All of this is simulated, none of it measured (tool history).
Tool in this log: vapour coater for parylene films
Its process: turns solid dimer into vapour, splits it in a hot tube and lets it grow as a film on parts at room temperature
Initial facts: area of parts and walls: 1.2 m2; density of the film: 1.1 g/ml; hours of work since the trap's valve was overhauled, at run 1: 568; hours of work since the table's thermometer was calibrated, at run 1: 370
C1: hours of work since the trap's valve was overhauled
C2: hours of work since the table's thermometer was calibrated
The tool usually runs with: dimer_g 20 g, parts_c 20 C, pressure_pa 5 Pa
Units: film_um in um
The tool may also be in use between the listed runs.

Run 1, hour 0: usual settings; C1 568; C2 370. Result: film_um 10.76 um.
Run 2, hour 10.6: usual settings; C1 573; C2 375. Result: film_um 10.75 um.
Run 3, hour 23.4: usual settings; C1 579; C2 381. Result: film_um 10.69 um.
Run 4, hour 45.6: usual settings; C1 589; C2 391. Result: film_um 10.83 um.
Run 5, hour 61.4: usual settings; C1 596; C2 398. Result: film_um 10.63 um.
Run 6, hour 76.4: usual settings; C1 603; C2 405. Result: film_um 10.81 um.
Run 7, hour 91.3: usual settings but pressure_pa 2.74 Pa; C1 610; C2 412. Result: film_um 11.52 um.
Run 8, hour 114.7: usual settings but pressure_pa 3.66 Pa; C1 621; C2 422. Result: film_um 11.21 um.
Run 9, hour 135.3: usual settings but pressure_pa 3.66 Pa; C1 630; C2 432. Result: film_um 11.07 um.
Run 10, hour 157.6: usual settings but pressure_pa 2.08 Pa; C1 640; C2 442. Result: film_um 12.15 um.
Run 11, hour 173.4: usual settings but pressure_pa 2.08 Pa; C1 648; C2 449. Result: film_um 12.15 um.
At hour 175.4: table's thermometer calibrated.
Run 12, hour 190.3: usual settings but pressure_pa 2.08 Pa; C1 655; C2 7. Result: film_um 12.2 um.
Run 13, hour 210.7: usual settings but pressure_pa 2.08 Pa; C1 664; C2 16. Result: film_um 12.25 um.
Run 14, hour 224.2: usual settings but parts_c 15 C; C1 670; C2 22. Result: film_um 12.18 um.
Run 15, hour 234.7: usual settings but parts_c 23 C; C1 675; C2 27. Result: film_um 9.81 um.
At hour 239: table's thermometer calibrated, once more.
Run 16, hour 248.1: usual settings; C1 681; C2 4. Result: film_um 10.32 um.
Run 17, hour 264.7: usual settings; C1 688; C2 12. Result: film_um 10.1 um.
At hour 271: trap's valve overhauled.
Run 18, hour 279.9: usual settings but parts_c 28 C; C1 4; C2 17. Result: film_um 9.73 um.
Run 19, hour 299.3: usual settings but parts_c 28 C; C1 13; C2 26. Result: film_um 9.79 um.
Run 20, hour 322.5: usual settings but dimer_g 14 g; C1 24; C2 36. Result: film_um 8.52 um.
Run 21, hour 347.5: usual settings but parts_c 23 C; C1 35; C2 48. Result: film_um 11.12 um.
Run 22, hour 370.8: usual settings but parts_c 23 C; C1 46; C2 58. Result: film_um 11.06 um.
Run 23, hour 382.2: usual settings but dimer_g 9 g, parts_c 14 C; C1 51; C2 64. Result: film_um 6.26 um.
Run 24, hour 395.7: usual settings but dimer_g 9 g, parts_c 14 C; C1 57; C2 70. Result: film_um 6.28 um.
Run 25, hour 416.5: usual settings but dimer_g 9 g, parts_c 14 C; C1 67; C2 79. Result: film_um 6.38 um.
Run 26, hour 432.2: usual settings but dimer_g 33 g, pressure_pa 3.82 Pa; C1 74; C2 87. Result: film_um 20.4 um.
Run 27, hour 457.4: usual settings but dimer_g 33 g, pressure_pa 3.82 Pa; C1 85; C2 98. Result: film_um 20.46 um.
Run 28, hour 473.2: usual settings but parts_c 13 C, pressure_pa 5.3 Pa; C1 92; C2 105. Result: film_um 14.32 um.
Run 29, hour 498.1: usual settings but dimer_g 22 g, parts_c 12 C, pressure_pa 5.3 Pa; C1 104; C2 117. Result: film_um 15.88 um.
Run 30, hour 513.2: usual settings but dimer_g 22 g, parts_c 14 C, pressure_pa 3.02 Pa; C1 111; C2 124. Result: film_um 15.97 um.
Run 31, hour 531.8: usual settings but parts_c 28 C, pressure_pa 4.68 Pa; C1 119; C2 132. Result: film_um 9.44 um.
Run 32, hour 554.4: usual settings but parts_c 28 C, pressure_pa 4.68 Pa; C1 130; C2 142. Result: film_um 9.6 um.
Run 33, hour 565.9: usual settings but parts_c 28 C, pressure_pa 4.68 Pa; C1 135; C2 148. Result: film_um 9.54 um.
Run 34, hour 581.9: usual settings but dimer_g 26 g, parts_c 24 C, pressure_pa 11.33 Pa; C1 142; C2 155. Result: film_um 12.1 um.
Run 35, hour 595.4: usual settings but dimer_g 18 g; C1 148; C2 161. Result: film_um 10.56 um.
Run 36, hour 618: usual settings but dimer_g 18 g; C1 159; C2 171. Result: film_um 10.41 um.
Run 37, hour 638.2: usual settings but dimer_g 22 g, parts_c 22 C; C1 168; C2 181. Result: film_um 12.29 um.
Run 38, hour 660.1: usual settings but dimer_g 22 g, parts_c 22 C; C1 178; C2 191. Result: film_um 12.26 um.
Run 39, hour 683: usual settings but dimer_g 22 g, parts_c 22 C; C1 188; C2 201. Result: film_um 12.21 um.
Run 40, hour 696.8: usual settings but dimer_g 17 g, parts_c 16 C, pressure_pa 2.5 Pa; C1 195; C2 208. Result: film_um 12.18 um.
Run 41, hour 718.6: usual settings but dimer_g 10 g; C1 205; C2 217. Result: film_um 5.83 um.
Run 42, hour 735.2: usual settings but dimer_g 21 g, pressure_pa 6.7 Pa; C1 212; C2 225. Result: film_um 11.71 um.

Each row is a separate what-if for the run after 42, all from the same tool condition, not one after another. Results?
Run A, hour 760.3: usual settings but parts_c 23 C, pressure_pa 2.79 Pa; C1 224; C2 237. Result: film_um ?.
Run B, hour 760.3: usual settings but dimer_g 21 g, parts_c 19 C, pressure_pa 6.7 Pa; C1 224; C2 237. Result: film_um ?.
Run C, hour 760.3: usual settings but dimer_g 21 g, parts_c 17 C, pressure_pa 7.18 Pa; C1 224; C2 237. Result: film_um ?.

run  film_um
  A    11.59
  B    11.92
  C    12.46
With the hidden condition removed and each run's random variation left untouched, the same runs would have given:
run  film_um
  A    12.06
  B     12.4
  C    12.97
